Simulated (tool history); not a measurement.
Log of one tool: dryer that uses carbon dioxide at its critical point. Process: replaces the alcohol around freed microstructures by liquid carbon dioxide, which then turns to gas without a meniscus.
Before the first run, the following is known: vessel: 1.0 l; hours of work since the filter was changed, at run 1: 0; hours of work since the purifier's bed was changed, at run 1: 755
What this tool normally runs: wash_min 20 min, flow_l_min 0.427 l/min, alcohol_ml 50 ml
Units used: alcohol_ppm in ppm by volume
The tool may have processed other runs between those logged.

| run | hour | wash_min | flow_l_min | alcohol_ml | hours of work since the filter was changed | hours of work since the purifier's bed was changed | alcohol_ppm |
|---|---|---|---|---|---|---|---|
| 1 | 0 | 20 | 0.427 | 50 | 0 | 755 | 104 |
| 2 | 46.3 | 20 | 0.427 | 56 | 37 | 792 | 128 |
| 3 | 70.2 | 20 | 0.427 | 56 | 56 | 811 | 140 |
| 4 | 96.2 | 20 | 0.427 | 56 | 76 | 831 | 162 |
| 5 | 132.3 | 20 | 0.287 | 50 | 105 | 860 | 966 |
| 6 | 180.3 | 20 | 0.287 | 50 | 143 | 898 | 1094 |
|  | 228.1 | inlet filter changed |
| 7 | 229 | 20 | 0.287 | 50 | 1 | 936 | 691 |
| 8 | 268.7 | 20 | 0.427 | 50 | 32 | 967 | 122 |
| 9 | 302.1 | 20 | 0.427 | 50 | 59 | 993 | 141 |
| 10 | 331.3 | 20 | 0.427 | 50 | 82 | 1017 | 156 |
| 11 | 375.7 | 20 | 0.427 | 50 | 117 | 1052 | 188 |
| 12 | 424.1 | 20 | 0.427 | 50 | 155 | 1090 | 208 |
| 13 | 452.6 | 20 | 0.427 | 50 | 178 | 1113 | 245 |
|  | 457.5 | inlet filter changed |
| 14 | 503.8 | 20 | 0.427 | 50 | 37 | 1152 | 143 |
| 15 | 525 | 13 | 0.427 | 50 | 53 | 1169 | 806 |
| 16 | 570.9 | 13 | 0.427 | 50 | 90 | 1205 | 904 |
| 17 | 601.6 | 13 | 0.427 | 50 | 114 | 1230 | 1024 |
|  | 615.1 | purifier's bed changed |
| 18 | 633.3 | 13 | 0.427 | 50 | 137 | 14 | 999 |
| 19 | 662.6 | 13 | 0.427 | 50 | 160 | 38 | 1128 |
|  | 687.8 | inlet filter changed |
| 20 | 711.9 | 13 | 0.427 | 50 | 19 | 76 | 693 |
| 21 | 748.6 | 13 | 0.427 | 50 | 48 | 105 | 741 |
| 22 | 781.4 | 13 | 0.427 | 50 | 74 | 131 | 817 |
| 23 | 810 | 20 | 0.427 | 50 | 97 | 153 | 115 |
| 24 | 843.4 | 20 | 0.427 | 50 | 123 | 180 | 130 |
| 25 | 871.1 | 20 | 0.427 | 50 | 145 | 202 | 151 |
| 26 | 900.1 | 21 | 0.659 | 25 | 168 | 225 | 30 |
|  | 917.1 | inlet filter changed |
| 27 | 942.4 | 19 | 0.427 | 29 | 20 | 257 | 77 |
| 28 | 968 | 19 | 0.347 | 29 | 40 | 278 | 224 |
| 29 | 993.6 | 28 | 0.348 | 50 | 61 | 298 | 72 |
| 30 | 1019.6 | 14 | 0.569 | 21 | 81 | 319 | 83 |
| 31 | 1046.5 | 14 | 0.569 | 21 | 102 | 340 | 87 |
| 32 | 1072.1 | 13 | 0.578 | 39 | 123 | 360 | 196 |
| 33 | 1092.6 | 20 | 0.427 | 50 | 139 | 376 | 158 |
| 34 | 1113.5 | 13 | 0.515 | 52 | 155 | 393 | 499 |
| 35 | 1139.9 | 32 | 0.521 | 36 | 176 | 414 | 24 |
|  | 1144 | inlet filter changed |
| 36 | 1184 | 25 | 0.535 | 83 | 32 | 448 | 35 |
| 37 | 1222.1 | 14 | 0.427 | 108 | 62 | 478 | 1211 |

Forecast run 38:
| 38 | 1255.6 | 14 | 0.427 | 108 | 88 | 505 | ? |

{"run 38": {"alcohol_ppm": 1306}}
With no hidden state in the tool, this same run would have given alcohol_ppm 918 ppm by volume.
